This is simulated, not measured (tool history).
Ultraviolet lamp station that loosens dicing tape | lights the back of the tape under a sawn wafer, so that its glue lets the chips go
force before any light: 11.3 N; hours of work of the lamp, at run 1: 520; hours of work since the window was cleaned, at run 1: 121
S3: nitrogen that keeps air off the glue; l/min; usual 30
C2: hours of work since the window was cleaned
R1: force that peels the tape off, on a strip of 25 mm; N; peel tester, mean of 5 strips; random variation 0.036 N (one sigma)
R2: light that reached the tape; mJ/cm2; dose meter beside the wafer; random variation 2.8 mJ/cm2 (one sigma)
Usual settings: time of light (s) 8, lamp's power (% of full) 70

Run 1, hour 0: usual settings; hours of work of the lamp 520; C2 121. Result: R1 1.725 N, R2 391 mJ/cm2.
Run 2, hour 11.2: usual settings; hours of work of the lamp 528; C2 128. Result: R1 1.71 N, R2 389 mJ/cm2.
Run 3, hour 32: usual settings; hours of work of the lamp 542; C2 142. Result: R1 1.745 N, R2 388 mJ/cm2.
Run 4, hour 52.9: usual settings but S3 14 l/min; hours of work of the lamp 556; C2 157. Result: R1 2.924 N, R2 387 mJ/cm2.
Run 5, hour 72: usual settings but S3 14 l/min; hours of work of the lamp 569; C2 169. Result: R1 2.862 N, R2 392 mJ/cm2.
Run 6, hour 89.1: usual settings but S3 14 l/min; hours of work of the lamp 580; C2 181. Result: R1 3.014 N, R2 387 mJ/cm2.
Run 7, hour 113: usual settings but time of light (s) 5, S3 50 l/min; hours of work of the lamp 596; C2 197. Result: R1 2.703 N, R2 243 mJ/cm2.
Run 8, hour 136.9: usual settings but time of light (s) 9, S3 41 l/min; hours of work of the lamp 612; C2 213. Result: R1 1.166 N, R2 436 mJ/cm2.
Run 9, hour 148.6: usual settings but time of light (s) 9, S3 41 l/min; hours of work of the lamp 620; C2 221. Result: R1 1.122 N, R2 432 mJ/cm2.
Run 10, hour 168.1: usual settings but time of light (s) 14, lamp's power (% of full) 95, S3 41 l/min; hours of work of the lamp 633; C2 234. Result: R1 0.278 N, R2 920 mJ/cm2.
Run 11, hour 180.4: usual settings but lamp's power (% of full) 73, S3 14 l/min; hours of work of the lamp 642; C2 242. Result: R1 2.751 N, R2 407 mJ/cm2.
Run 12, hour 190.7: usual settings but time of light (s) 9, lamp's power (% of full) 61, S3 16 l/min; hours of work of the lamp 648; C2 249. Result: R1 2.774 N, R2 379 mJ/cm2.

Forecast each of these 3 alternatives for the next run:
Run A, hour 207.2: usual settings but lamp's power (% of full) 81, S3 15 l/min; hours of work of the lamp 660; C2 260. Result: R1 ?, R2 ?.
Run B, hour 207.2: usual settings but lamp's power (% of full) 91; hours of work of the lamp 660; C2 260. Result: R1 ?, R2 ?.
Run C, hour 207.2: usual settings but time of light (s) 9, lamp's power (% of full) 75, S3 28 l/min; hours of work of the lamp 660; C2 260. Result: R1 ?, R2 ?.

run     R1   R2
  A   2.29  450
  B  1.065  502
  C  1.341  466
Without the tool's hidden state the same runs would have given:
run     R1   R2
  A  2.272  452
  B  1.054  504
  C  1.328  469

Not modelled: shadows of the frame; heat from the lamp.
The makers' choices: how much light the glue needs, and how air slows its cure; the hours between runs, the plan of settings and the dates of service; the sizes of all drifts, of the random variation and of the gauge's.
